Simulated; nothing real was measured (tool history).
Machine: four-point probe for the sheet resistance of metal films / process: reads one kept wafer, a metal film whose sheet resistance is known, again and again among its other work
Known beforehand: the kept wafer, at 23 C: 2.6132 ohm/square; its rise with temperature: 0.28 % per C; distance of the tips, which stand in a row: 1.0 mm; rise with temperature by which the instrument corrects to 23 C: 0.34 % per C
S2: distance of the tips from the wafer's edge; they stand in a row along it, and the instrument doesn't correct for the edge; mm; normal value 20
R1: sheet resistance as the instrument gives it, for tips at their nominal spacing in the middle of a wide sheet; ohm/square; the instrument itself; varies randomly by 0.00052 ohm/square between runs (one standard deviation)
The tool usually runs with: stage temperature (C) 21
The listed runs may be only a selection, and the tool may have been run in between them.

Run 1, hour 0: usual settings. Result: R1 2.619322 ohm/square.
Run 2, hour 121.2: usual settings. Result: R1 2.620136 ohm/square.
Run 3, hour 216.9: usual settings. Result: R1 2.618873 ohm/square.
Run 4, hour 273.4: usual settings. Result: R1 2.619758 ohm/square.
Run 5, hour 388.2: usual settings but S2 57 mm. Result: R1 2.616977 ohm/square.
Run 6, hour 492.7: usual settings but S2 57 mm. Result: R1 2.616888 ohm/square.
Run 7, hour 585.1: usual settings but S2 57 mm. Result: R1 2.615864 ohm/square.
Run 8, hour 683.5: usual settings but S2 57 mm. Result: R1 2.616128 ohm/square.
Run 9, hour 733.3: usual settings but S2 57 mm. Result: R1 2.616718 ohm/square.
Run 10, hour 808.8: usual settings but stage temperature (C) 29. Result: R1 2.607267 ohm/square.
Run 11, hour 881.1: usual settings but stage temperature (C) 29. Result: R1 2.608242 ohm/square.
Run 12, hour 952.9: usual settings but stage temperature (C) 29. Result: R1 2.609251 ohm/square.

Forecast run 13:
Run 13, hour 1060.2: usual settings but stage temperature (C) 29. Result: R1 ?.

R1: 2.608756 ohm/square
Had the tool carried no hidden state, the very same run would have given R1 2.608795 ohm/square.

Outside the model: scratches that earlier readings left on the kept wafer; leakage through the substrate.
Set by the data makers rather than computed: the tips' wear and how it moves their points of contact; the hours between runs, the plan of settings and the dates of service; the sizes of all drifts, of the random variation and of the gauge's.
